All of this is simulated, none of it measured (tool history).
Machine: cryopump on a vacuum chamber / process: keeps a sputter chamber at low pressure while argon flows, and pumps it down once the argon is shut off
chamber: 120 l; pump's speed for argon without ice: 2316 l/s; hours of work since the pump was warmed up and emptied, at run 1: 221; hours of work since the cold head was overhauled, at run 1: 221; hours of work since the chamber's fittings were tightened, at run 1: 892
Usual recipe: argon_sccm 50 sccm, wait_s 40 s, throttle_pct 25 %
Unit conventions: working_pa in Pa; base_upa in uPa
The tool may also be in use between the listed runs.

run    hour  argon_sccm  wait_s  throttle_pct  hours of work since the pump was warmed up and emptied  hours of work since the cold head was overhauled  hours of work since the chamber's fittings were tightened  working_pa  base_upa
  1       0          50      40            25                                                     221                                               221                                                        892      0.1466      1.43
  2    19.7          36      40            25                                                     230                                               230                                                        901       0.106      1.47
  3    58.1          36      40            25                                                     247                                               247                                                        918      0.1062      1.38
  4    90.7          36      40            25                                                     261                                               261                                                        932      0.1061      1.39
  5   125.7          50      40            25                                                     276                                               276                                                        948      0.1471      1.39
  6   147.1          50      40            25                                                     286                                               286                                                        957      0.1471      1.42
  7     191          42      40            25                                                     305                                               305                                                        976      0.1253      1.49
  8   232.7          42      40            25                                                     323                                               323                                                        995      0.1245       1.4
  9   267.7          42      40            25                                                     339                                               339                                                       1010      0.1241      1.47
 10   290.7          50      28            25                                                     349                                               349                                                       1020      0.1479      1.94
 11   309.8          50      28            25                                                     357                                               357                                                       1028       0.148      1.89
 12   339.1          50      28            25                                                     370                                               370                                                       1041      0.1482      1.91
 13   369.7          50      40            25                                                     383                                               383                                                       1055      0.1495      1.43
 14   409.9          50      40            25                                                     401                                               401                                                       1072      0.1486      1.46
 15   451.4          50      40            25                                                     419                                               419                                                       1091      0.1487      1.46
 16   488.7          50      40            25                                                     436                                               436                                                       1107      0.1491      1.46
 17   512.6          50      40            16                                                     446                                               446                                                       1117      0.2319      1.46
 18     535          50      40            16                                                     456                                               456                                                       1127      0.2303      1.47
 19   568.5          22      21            25                                                     471                                               471                                                       1142      0.0651      2.55
 20     594          50      40            23                                                     482                                               482                                                       1153      0.1616      1.47
 21   617.4          50     142            23                                                     492                                               492                                                       1163      0.1604      0.67
 22   637.2          50     142            23                                                     501                                               501                                                       1172      0.1623      0.67
 23   661.3          50     142            23                                                     512                                               512                                                       1183      0.1616      0.71
 24   685.2          24     272            16                                                     522                                               522                                                       1193       0.111      0.49
 25     728          24     272            16                                                     541                                               541                                                       1212      0.1114      0.56
 26   754.5          24      32            27                                                     552                                               552                                                       1224      0.0664      1.75
 27   781.2          24      32            27                                                     564                                               564                                                       1235      0.0666      1.79
 28   806.8          24      32            27                                                     575                                               575                                                       1247      0.0659      1.81
 29   846.2          24     127            36                                                     593                                               593                                                       1264      0.0503      0.71
 30   882.7          57     253            25                                                     609                                               609                                                       1280      0.1709      0.54
 31   922.6          22      40            23                                                     626                                               626                                                       1298      0.0721      1.49
 32   957.9          22      24            37                                                     642                                               642                                                       1313      0.0452      2.29
 33   979.3          50      87            57                                                     651                                               651                                                       1322      0.0679      0.89
 34  1010.1          50     165            33                                                     665                                               665                                                       1336      0.1143      0.63
 35  1037.4          50     165            33                                                     677                                               677                                                       1348       0.115      0.67

3 options for the next run, each taken on its own from the tool as it stands now. Forecast them:
  A  1077.1          50     198            42                                                     694                                               694                                                       1365           ?         ?
  B  1077.1          38     123            48                                                     694                                               694                                                       1365           ?         ?
  C  1077.1          50     165            15                                                     694                                               694                                                       1365           ?         ?

run  working_pa  base_upa
  A      0.0911      0.62
  B      0.0615      0.76
  C      0.2482      0.64
Take away the tool's hidden state, keep each run's random variation, and the runs would have read:
run  working_pa  base_upa
  A      0.0869      0.36
  B      0.0584      0.51
  C       0.244      0.38

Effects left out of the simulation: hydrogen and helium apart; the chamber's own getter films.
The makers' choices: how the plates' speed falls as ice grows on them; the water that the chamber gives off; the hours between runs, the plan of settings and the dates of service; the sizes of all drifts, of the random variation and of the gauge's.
